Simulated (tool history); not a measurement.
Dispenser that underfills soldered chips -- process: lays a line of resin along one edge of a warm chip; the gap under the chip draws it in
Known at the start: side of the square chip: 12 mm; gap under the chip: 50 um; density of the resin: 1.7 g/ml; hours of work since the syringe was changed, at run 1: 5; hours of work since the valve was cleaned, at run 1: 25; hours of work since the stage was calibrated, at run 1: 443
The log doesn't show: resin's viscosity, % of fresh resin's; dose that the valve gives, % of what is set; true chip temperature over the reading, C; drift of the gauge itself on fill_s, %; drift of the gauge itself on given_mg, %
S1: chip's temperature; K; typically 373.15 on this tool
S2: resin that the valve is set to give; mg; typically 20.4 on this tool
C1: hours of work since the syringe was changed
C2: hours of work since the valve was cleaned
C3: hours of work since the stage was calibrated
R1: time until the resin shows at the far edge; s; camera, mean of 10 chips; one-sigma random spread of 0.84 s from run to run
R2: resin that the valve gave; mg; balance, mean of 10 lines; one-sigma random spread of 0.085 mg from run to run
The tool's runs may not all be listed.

{"run": 1, "hour": 0.0, "S1": 373.15, "S2": 20.4, "C1": 5, "C2": 25, "C3": 443, "R1": 138.0, "R2": 20.19}
{"hour": 3.6, "done": "new syringe of resin"}
{"run": 2, "hour": 10.4, "S1": 373.15, "S2": 20.4, "C1": 5, "C2": 32, "C3": 450, "R1": 138.6, "R2": 20.02}
{"hour": 13.8, "done": "new syringe of resin"}
{"run": 3, "hour": 23.1, "S1": 377.15, "S2": 20.4, "C1": 7, "C2": 42, "C3": 459, "R1": 148.3, "R2": 19.97}
{"hour": 24.8, "done": "new syringe of resin"}
{"hour": 35.7, "done": "new syringe of resin"}
{"run": 4, "hour": 36.7, "S1": 377.15, "S2": 20.4, "C1": 1, "C2": 51, "C3": 469, "R1": 83.9, "R2": 19.88}
{"hour": 46.2, "done": "new syringe of resin"}
{"run": 5, "hour": 54.3, "S1": 373.15, "S2": 20.4, "C1": 6, "C2": 64, "C3": 482, "R1": 152.3, "R2": 19.73}
{"hour": 57.2, "done": "new syringe of resin"}
{"hour": 62.1, "done": "dispensing valve cleaned and set on the balance"}
{"run": 6, "hour": 65.7, "S1": 367.15, "S2": 20.4, "C1": 6, "C2": 3, "C3": 490, "R1": 176.2, "R2": 20.32}
{"hour": 68.5, "done": "new syringe of resin"}
{"run": 7, "hour": 73.6, "S1": 368.15, "S2": 20.4, "C1": 4, "C2": 8, "C3": 495, "R1": 144.7, "R2": 20.22}
{"hour": 78.8, "done": "new syringe of resin"}
{"hour": 90.1, "done": "new syringe of resin"}
{"run": 8, "hour": 91.2, "S1": 373.15, "S2": 20.4, "C1": 1, "C2": 21, "C3": 508, "R1": 96.2, "R2": 20.05}
{"hour": 100.4, "done": "new syringe of resin"}
{"run": 9, "hour": 105.4, "S1": 373.15, "S2": 20.4, "C1": 4, "C2": 32, "C3": 519, "R1": 123.4, "R2": 20.11}
{"hour": 111.1, "done": "new syringe of resin"}
{"hour": 121.6, "done": "new syringe of resin"}
{"run": 10, "hour": 121.6, "S1": 374.15, "S2": 20.1, "C1": 0, "C2": 43, "C3": 530, "R1": 85.3, "R2": 19.61}
{"run": 11, "hour": 128.7, "S1": 374.15, "S2": 20.1, "C1": 5, "C2": 48, "C3": 536, "R1": 138.5, "R2": 19.55}
{"hour": 131.6, "done": "new syringe of resin"}
{"run": 12, "hour": 139.3, "S1": 377.15, "S2": 20.2, "C1": 6, "C2": 56, "C3": 543, "R1": 134.5, "R2": 19.47}
{"hour": 142.6, "done": "new syringe of resin"}
{"run": 13, "hour": 150.1, "S1": 373.15, "S2": 18.9, "C1": 6, "C2": 64, "C3": 551, "R1": 147.1, "R2": 18.46}
{"hour": 152.6, "done": "new syringe of resin"}
{"hour": 158.0, "done": "dispensing valve cleaned and set on the balance"}
{"run": 14, "hour": 162.9, "S1": 387.15, "S2": 21.1, "C1": 7, "C2": 4, "C3": 560, "R1": 109.1, "R2": 20.91}
{"hour": 164.7, "done": "new syringe of resin"}
{"hour": 175.5, "done": "new syringe of resin"}
{"run": 15, "hour": 175.6, "S1": 376.15, "S2": 21.1, "C1": 0, "C2": 13, "C3": 569, "R1": 82.2, "R2": 20.81}

Consider 5 possible next runs. They are alternatives, not a sequence: every one starts from the tool as it was left by run 15. What does each give?
{"run": "A", "hour": 184.3, "S1": 363.15, "S2": 17.5, "C1": 7, "C2": 19, "C3": 575, "R1": "?", "R2": "?"}
{"run": "B", "hour": 184.3, "S1": 363.15, "S2": 22.9, "C1": 7, "C2": 19, "C3": 575, "R1": "?", "R2": "?"}
{"run": "C", "hour": 184.3, "S1": 359.15, "S2": 25.3, "C1": 7, "C2": 19, "C3": 575, "R1": "?", "R2": "?"}
{"run": "D", "hour": 184.3, "S1": 367.15, "S2": 21.1, "C1": 7, "C2": 19, "C3": 575, "R1": "?", "R2": "?"}
{"run": "E", "hour": 184.3, "S1": 381.15, "S2": 23.2, "C1": 7, "C2": 19, "C3": 575, "R1": "?", "R2": "?"}

run=A R1=236.8 R2=17.23
run=B R1=227.3 R2=22.63
run=C R1=258.0 R2=24.97
run=D R1=199.4 R2=20.97
run=E R1=125.8 R2=23.03
Had the tool no hidden state, the same runs would have come out as:
run=A R1=110.7 R2=17.43
run=B R1=106.6 R2=22.89
run=C R1=120.5 R2=25.26
run=D R1=93.9 R2=21.21
run=E R1=59.8 R2=23.30
